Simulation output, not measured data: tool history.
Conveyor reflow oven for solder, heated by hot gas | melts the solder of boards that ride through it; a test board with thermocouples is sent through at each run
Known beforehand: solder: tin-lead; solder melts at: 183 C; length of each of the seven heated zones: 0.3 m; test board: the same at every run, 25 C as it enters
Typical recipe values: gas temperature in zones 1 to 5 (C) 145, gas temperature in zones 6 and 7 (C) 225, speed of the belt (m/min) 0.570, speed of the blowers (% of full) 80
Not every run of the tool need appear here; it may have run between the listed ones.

run,hour,gas temperature in zones 1 to 5 (C),gas temperature in zones 6 and 7 (C),speed of the belt (m/min),speed of the blowers (% of full),highest temperature of the board (C),time above the solder's melting point (s)
1,0.0,145,225,0.570,80,212.8,47.7
2,6.3,145,225,0.570,80,213.4,46.9
3,10.6,145,225,0.570,80,212.2,46.8
4,18.0,145,225,0.570,80,212.3,47.6
5,22.7,145,225,0.570,80,212.3,47.6
6,29.0,154,225,0.570,80,213.0,51.5
7,38.1,145,225,0.570,80,212.5,47.7
8,47.1,145,225,0.570,80,213.7,46.3
9,53.5,145,225,0.570,80,212.3,47.3
10,62.5,145,225,0.679,80,208.0,35.7
11,71.4,145,225,0.679,54,200.0,27.1
12,76.2,145,225,0.570,80,212.8,47.4
13,81.9,145,225,0.570,80,212.1,46.6
14,90.8,145,225,0.570,80,213.0,46.9
15,100.5,145,225,0.570,80,212.1,46.7
16,105.1,131,230,0.570,72,212.6,42.1
17,112.1,148,225,0.571,75,211.6,46.7
18,117.2,143,225,0.571,75,210.6,44.8
19,123.5,143,215,0.572,75,201.4,37.4
20,129.9,148,232,0.650,67,211.9,41.2
21,134.7,148,232,0.650,67,211.3,39.8
22,142.5,148,232,0.650,67,211.5,40.5
23,149.1,137,232,0.650,55,205.2,30.4
24,155.2,137,223,0.541,57,203.9,39.2
25,160.9,137,223,0.541,57,205.1,39.1
26,170.5,137,223,0.541,64,206.6,41.8
27,175.5,155,230,0.512,53,214.5,56.7
28,184.9,158,222,0.610,69,207.3,45.2
29,192.8,158,238,0.570,69,223.0,57.5
30,200.4,158,238,0.570,69,222.8,57.4

Some steps in highest temperature of the board (C), run to run, broken into two amounts with sign: the step expected even without the hidden condition (settings, incoming material, random variation), and the rest, left for the hidden condition together with whatever gauge scatter is not in both the measured and the hidden-condition-free result:
Hidden state at play: heat that the gas passes to the board, % of a clean oven's; belt's true speed, % of the reading; true gas temperature in zones 6 and 7 over the reading, C; drift of the gauge itself on peak_c, C; drift of the gauge itself on liquid_s, %.
Run 9 -> 10: speed of the belt (m/min) 0.570 -> 0.679. highest temperature of the board (C) -4.3: hidden state -0.3, all else -4.0.
Run 11 -> 12: speed of the belt (m/min) 0.679 -> 0.570, speed of the blowers (% of full) 54 -> 80. highest temperature of the board (C) +12.8: hidden state -0.1, all else +12.9.
Run 19 -> 20: gas temperature in zones 1 to 5 (C) 143 -> 148, gas temperature in zones 6 and 7 (C) 215 -> 232, speed of the belt (m/min) 0.572 -> 0.650, speed of the blowers (% of full) 75 -> 67. highest temperature of the board (C) +10.5: hidden state -0.3, all else +10.8.
Run 26 -> 27: gas temperature in zones 1 to 5 (C) 137 -> 155, gas temperature in zones 6 and 7 (C) 223 -> 230, speed of the belt (m/min) 0.541 -> 0.512, speed of the blowers (% of full) 64 -> 53. highest temperature of the board (C) +7.9: hidden state +0.5, all else +7.4.
Run 27 -> 28: gas temperature in zones 1 to 5 (C) 155 -> 158, gas temperature in zones 6 and 7 (C) 230 -> 222, speed of the belt (m/min) 0.512 -> 0.610, speed of the blowers (% of full) 53 -> 69. highest temperature of the board (C) -7.2: hidden state -0.4, all else -6.8.
Run 28 -> 29: gas temperature in zones 6 and 7 (C) 222 -> 238, speed of the belt (m/min) 0.610 -> 0.570. highest temperature of the board (C) +15.7: hidden state -0.1, all else +15.8.
